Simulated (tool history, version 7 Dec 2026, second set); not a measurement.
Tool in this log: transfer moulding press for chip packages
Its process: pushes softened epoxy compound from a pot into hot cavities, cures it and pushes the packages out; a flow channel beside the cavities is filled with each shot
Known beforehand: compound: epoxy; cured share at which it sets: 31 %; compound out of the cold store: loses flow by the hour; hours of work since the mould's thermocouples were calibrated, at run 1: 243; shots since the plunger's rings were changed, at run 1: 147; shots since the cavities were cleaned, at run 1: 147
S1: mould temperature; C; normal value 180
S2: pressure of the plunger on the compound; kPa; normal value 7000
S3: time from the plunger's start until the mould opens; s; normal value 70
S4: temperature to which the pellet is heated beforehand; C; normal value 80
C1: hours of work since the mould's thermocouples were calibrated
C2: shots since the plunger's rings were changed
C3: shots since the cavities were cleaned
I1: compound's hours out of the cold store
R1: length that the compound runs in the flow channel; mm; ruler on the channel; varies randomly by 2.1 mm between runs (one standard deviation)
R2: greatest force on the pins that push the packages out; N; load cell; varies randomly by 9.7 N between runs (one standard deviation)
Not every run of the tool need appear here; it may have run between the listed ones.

| run | hour | S1 | S2 | S3 | S4 | C1 | C2 | C3 | I1 | R1 | R2 |
|---|---|---|---|---|---|---|---|---|---|---|---|
| 1 | 0.0 | 180 | 7000 | 70 | 80 | 243 | 147 | 147 | 20.8 | 588 | 564 |
| 2 | 21.7 | 180 | 7000 | 70 | 80 | 253 | 365 | 365 | 36.6 | 566 | 696 |
| 3 | 34.4 | 180 | 7000 | 70 | 80 | 259 | 493 | 493 | 27.7 | 581 | 749 |
|  | 40.6 | cavities cleaned with cleaning compound and waxed |
| 4 | 62.4 | 180 | 7000 | 70 | 80 | 272 | 760 | 220 | 29.8 | 573 | 800 |
| 5 | 79.8 | 180 | 7000 | 98 | 80 | 280 | 936 | 396 | 19.7 | 585 | 676 |
|  | 83.3 | cavities cleaned with cleaning compound and waxed, once more |
| 6 | 97.5 | 180 | 7000 | 98 | 80 | 287 | 1098 | 142 | 38.2 | 557 | 437 |
| 7 | 109.8 | 180 | 7000 | 70 | 88 | 293 | 1223 | 267 | 23.1 | 578 | 632 |
|  | 134.0 | mould's thermocouples calibrated |
| 8 | 134.0 | 180 | 7000 | 70 | 80 | 0 | 1446 | 490 | 14.1 | 594 | 776 |
|  | 140.4 | cavities cleaned with cleaning compound and waxed |
| 9 | 160.8 | 180 | 6560 | 70 | 80 | 12 | 1701 | 205 | 19.3 | 567 | 629 |
| 10 | 177.0 | 180 | 6750 | 70 | 80 | 19 | 1864 | 368 | 34.2 | 550 | 713 |
|  | 195.1 | cavities cleaned with cleaning compound and waxed |
| 11 | 200.1 | 180 | 6750 | 70 | 71 | 30 | 2082 | 50 | 43.9 | 537 | 474 |
| 12 | 224.6 | 180 | 7000 | 94 | 80 | 41 | 2329 | 297 | 44.5 | 542 | 559 |
| 13 | 246.1 | 180 | 7000 | 94 | 80 | 51 | 2545 | 513 | 25.8 | 568 | 630 |
|  | 249.8 | cavities cleaned with cleaning compound and waxed |
| 14 | 259.6 | 180 | 7000 | 94 | 80 | 57 | 2665 | 98 | 37.0 | 551 | 439 |
| 15 | 282.3 | 180 | 7000 | 94 | 80 | 67 | 2895 | 328 | 30.3 | 559 | 567 |
| 16 | 298.9 | 180 | 6050 | 59 | 73 | 75 | 3061 | 494 | 34.8 | 508 | 1038 |
|  | 303.7 | cavities cleaned with cleaning compound and waxed |
| 17 | 314.2 | 178 | 5200 | 70 | 74 | 81 | 3200 | 105 | 17.2 | 501 | 627 |
| 18 | 340.6 | 178 | 5200 | 70 | 74 | 94 | 3467 | 372 | 28.7 | 482 | 779 |
|  | 358.0 | cavities cleaned with cleaning compound and waxed |
| 19 | 361.3 | 178 | 5200 | 70 | 75 | 103 | 3660 | 33 | 14.7 | 501 | 531 |
| 20 | 381.7 | 180 | 7000 | 62 | 80 | 112 | 3865 | 238 | 9.6 | 578 | 796 |
| 21 | 401.0 | 180 | 7000 | 92 | 80 | 121 | 4060 | 433 | 16.9 | 566 | 592 |
|  | 411.8 | cavities cleaned with cleaning compound and waxed |
| 22 | 425.3 | 177 | 5660 | 52 | 87 | 132 | 4289 | 136 | 33.0 | 494 | 1261 |
| 23 | 443.6 | 173 | 7000 | 70 | 80 | 141 | 4473 | 320 | 9.4 | 598 | 1099 |
| 24 | 459.8 | 177 | 5310 | 52 | 80 | 148 | 4637 | 484 | 33.8 | 474 | 1734 |
|  | 465.4 | cavities cleaned with cleaning compound and waxed |
| 25 | 487.3 | 177 | 5310 | 52 | 80 | 160 | 4899 | 221 | 32.3 | 476 | 1389 |
| 26 | 504.4 | 183 | 6050 | 70 | 73 | 168 | 5071 | 393 | 42.2 | 476 | 630 |
|  | 519.2 | cavities cleaned with cleaning compound and waxed |
| 27 | 523.6 | 173 | 6050 | 51 | 73 | 177 | 5249 | 44 | 33.9 | 513 | 1497 |
| 28 | 535.8 | 178 | 6050 | 51 | 71 | 182 | 5373 | 168 | 21.6 | 517 | 1381 |

Branching from run 28: 4 alternative next runs. What would each branch give?
| A | 554.6 | 181 | 6050 | 51 | 71 | 191 | 5562 | 357 | 34.8 | ? | ? |
| B | 554.6 | 174 | 7610 | 54 | 80 | 191 | 5562 | 357 | 14.3 | ? | ? |
| C | 554.6 | 180 | 7000 | 106 | 80 | 191 | 5562 | 357 | 46.5 | ? | ? |
| D | 554.6 | 173 | 6050 | 60 | 71 | 191 | 5562 | 357 | 20.6 | ? | ? |

| run | R1 | R2 |
|---|---|---|
| A | 488 | 1277 |
| B | 604 | 1960 |
| C | 514 | 574 |
| D | 528 | 1587 |
Without the tool's hidden state the same runs would have given:
| run | R1 | R2 |
|---|---|---|
| A | 530 | 812 |
| B | 657 | 1242 |
| C | 559 | 356 |
| D | 574 | 1010 |

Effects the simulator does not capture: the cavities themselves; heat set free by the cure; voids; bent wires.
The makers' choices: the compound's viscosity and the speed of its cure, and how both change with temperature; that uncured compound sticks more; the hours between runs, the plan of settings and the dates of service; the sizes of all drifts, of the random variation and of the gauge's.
